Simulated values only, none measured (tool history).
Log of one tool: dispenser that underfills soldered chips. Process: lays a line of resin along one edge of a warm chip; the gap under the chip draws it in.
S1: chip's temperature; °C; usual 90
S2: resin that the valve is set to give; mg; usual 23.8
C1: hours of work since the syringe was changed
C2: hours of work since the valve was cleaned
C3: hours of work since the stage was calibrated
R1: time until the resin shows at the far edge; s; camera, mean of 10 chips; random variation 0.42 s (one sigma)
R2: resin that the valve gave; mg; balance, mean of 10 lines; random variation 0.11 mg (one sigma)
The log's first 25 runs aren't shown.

run 26 hour=224 | S1=81 S2=27 | C1=6 C2=64 C3=282 | R1=63.9 R2=26.45
-- hour=230.7 new syringe of resin
run 27 hour=235.9 | S1=81 S2=27 | C1=3 C2=71 C3=289 | R1=49.8 R2=26.42
-- hour=247.8 new syringe of resin
run 28 hour=247.8 | S1=84 S2=30.1 | C1=0 C2=78 C3=296 | R1=36.4 R2=29.45
run 29 hour=256 | S1=79 S2=22.3 | C1=5 C2=83 C3=301 | R1=62.3 R2=21.75
run 30 hour=262.8 | S1=92 S2=25.7 | C1=9 C2=87 C3=305 | R1=57.7 R2=25.03
-- hour=265.1 new syringe of resin
run 31 hour=272.8 | S1=92 S2=22.6 | C1=5 C2=93 C3=311 | R1=43.4 R2=21.98
run 32 hour=281.3 | S1=89 S2=23.1 | C1=10 C2=98 C3=316 | R1=68.3 R2=22.44
-- hour=282.4 new syringe of resin
run 33 hour=290.5 | S1=89 S2=23.1 | C1=5 C2=103 C3=321 | R1=47.7 R2=22.25
-- hour=299.7 new syringe of resin
run 34 hour=301.8 | S1=91 S2=20.5 | C1=1 C2=110 C3=328 | R1=36.2 R2=19.68
run 35 hour=307.2 | S1=91 S2=20.5 | C1=5 C2=113 C3=331 | R1=47 R2=19.74
run 36 hour=314.1 | S1=90 S2=28.9 | C1=9 C2=117 C3=335 | R1=59.8 R2=27.85
-- hour=316.2 dispensing valve cleaned and set on the balance
-- hour=317.6 new syringe of resin
run 37 hour=323.2 | S1=98 S2=25.9 | C1=3 C2=4 C3=340 | R1=32.1 R2=25.98

3 ways to go on from here, each from the tool as it stands after run 37. What would each give?
run A hour=328.9 | S1=95 S2=24.5 | C1=7 C2=7 C3=343 | R1=? R2=?
run B hour=328.9 | S1=82 S2=25.9 | C1=7 C2=7 C3=343 | R1=? R2=?
run C hour=328.9 | S1=87 S2=23.8 | C1=7 C2=7 C3=343 | R1=? R2=?

run=A R1=44.7 R2=24.56
run=B R1=64.7 R2=25.88
run=C R1=57 R2=23.85
Without the tool's hidden state the same runs would have given:
run=A R1=25.2 R2=24.61
run=B R1=36.4 R2=25.93
run=C R1=32.4 R2=23.9

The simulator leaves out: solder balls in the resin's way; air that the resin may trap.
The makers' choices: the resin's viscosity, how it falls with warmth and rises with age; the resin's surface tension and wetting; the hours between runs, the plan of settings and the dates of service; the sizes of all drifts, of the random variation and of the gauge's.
